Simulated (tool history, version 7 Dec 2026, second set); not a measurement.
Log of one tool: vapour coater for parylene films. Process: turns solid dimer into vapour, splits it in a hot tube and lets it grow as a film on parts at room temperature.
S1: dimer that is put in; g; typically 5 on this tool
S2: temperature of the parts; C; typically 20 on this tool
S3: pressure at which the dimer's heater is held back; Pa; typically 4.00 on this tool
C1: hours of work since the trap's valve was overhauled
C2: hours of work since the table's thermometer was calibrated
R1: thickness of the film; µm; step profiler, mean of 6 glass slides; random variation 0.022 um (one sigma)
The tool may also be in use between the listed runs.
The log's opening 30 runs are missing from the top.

run,day,S1,S2,S3,C1,C2,R1
31,15.000,3,15,3.57,221,320,0.78
32,15.583,3,20,4.02,233,332,0.68
33,16.138,2,14,4.83,245,343,0.51
34,16.846,5,20,2.20,259,358,1.15
35,17.512,4,15,7.38,273,371,0.98
36,17.854,4,15,7.38,280,378,0.98
37,18.267,4,15,9.53,288,387,0.93
38,18.817,5,20,11.56,300,398,1.00
39,19.275,5,20,11.56,309,407,0.94
40,19.675,5,20,11.56,317,416,0.93
41,20.121,5,20,3.99,326,425,1.12
42,20.596,4,20,11.02,336,435,0.75
43,20.950,4,20,11.02,343,442,0.78
44,21.508,4,25,10.32,355,453,0.67
45,22.225,3,22,4.00,370,468,0.66
46,22.817,4,18,8.82,382,480,0.81
47,23.442,2,20,4.00,395,493,0.37

4 options for the next run, each taken on its own from the tool as it stands now. Forecast them:
A,23.804,2,26,5.06,402,501,?
B,23.804,5,20,4.40,402,501,?
C,23.804,2,20,3.00,402,501,?
D,23.804,2,32,3.05,402,501,?

run,R1
A,0.34
B,1.05
C,0.45
D,0.34
Had the tool no hidden state, the same runs would have come out as:
run,R1
A,0.37
B,1.15
C,0.49
D,0.37
